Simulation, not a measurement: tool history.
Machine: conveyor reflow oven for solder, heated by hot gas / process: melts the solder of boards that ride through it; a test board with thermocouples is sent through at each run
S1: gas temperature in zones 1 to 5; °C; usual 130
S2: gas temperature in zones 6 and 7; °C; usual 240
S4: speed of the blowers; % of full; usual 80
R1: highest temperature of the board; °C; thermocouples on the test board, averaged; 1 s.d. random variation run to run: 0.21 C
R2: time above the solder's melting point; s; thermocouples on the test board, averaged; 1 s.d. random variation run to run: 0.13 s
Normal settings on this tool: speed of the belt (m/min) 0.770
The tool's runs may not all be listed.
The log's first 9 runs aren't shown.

{"run": 10, "hour": 446.4, "S1": 122, "S2": 234, "speed of the belt (m/min)": 0.77, "S4": 80, "R1": 216.0, "R2": 43.8}
{"run": 11, "hour": 492.4, "S1": 122, "S2": 234, "speed of the belt (m/min)": 0.77, "S4": 80, "R1": 216.1, "R2": 43.7}
{"hour": 520.4, "done": "belt drive overhauled, speed set with a stopwatch"}
{"run": 12, "hour": 564.7, "S1": 122, "S2": 234, "speed of the belt (m/min)": 0.77, "S4": 71, "R1": 212.6, "R2": 39.6}
{"run": 13, "hour": 602.6, "S1": 130, "S2": 228, "speed of the belt (m/min)": 0.77, "S4": 80, "R1": 210.4, "R2": 40.0}
{"hour": 645.9, "done": "thermocouples of zones 6 and 7 changed"}
{"run": 14, "hour": 671.8, "S1": 130, "S2": 228, "speed of the belt (m/min)": 0.77, "S4": 80, "R1": 210.5, "R2": 39.8}
{"run": 15, "hour": 737.6, "S1": 130, "S2": 228, "speed of the belt (m/min)": 0.77, "S4": 80, "R1": 210.1, "R2": 39.7}
{"run": 16, "hour": 792.1, "S1": 130, "S2": 240, "speed of the belt (m/min)": 0.874, "S4": 55, "R1": 210.1, "R2": 32.7}
{"hour": 801.9, "done": "flux residue cleaned out of gas plates and filters"}
{"run": 17, "hour": 873.6, "S1": 130, "S2": 240, "speed of the belt (m/min)": 0.874, "S4": 55, "R1": 211.2, "R2": 34.3}
{"run": 18, "hour": 932.9, "S1": 130, "S2": 236, "speed of the belt (m/min)": 0.77, "S4": 58, "R1": 214.1, "R2": 42.2}

Expected results for the next run?
{"run": 19, "hour": 998.3, "S1": 130, "S2": 236, "speed of the belt (m/min)": 0.77, "S4": 58, "R1": "?", "R2": "?"}

Run 19 came out at R1 213.8 °C, R2 42.0 s.
On a tool with no hidden condition, and with the same random variation, this run would have come out at R1 215.0 °C, R2 42.7 s.
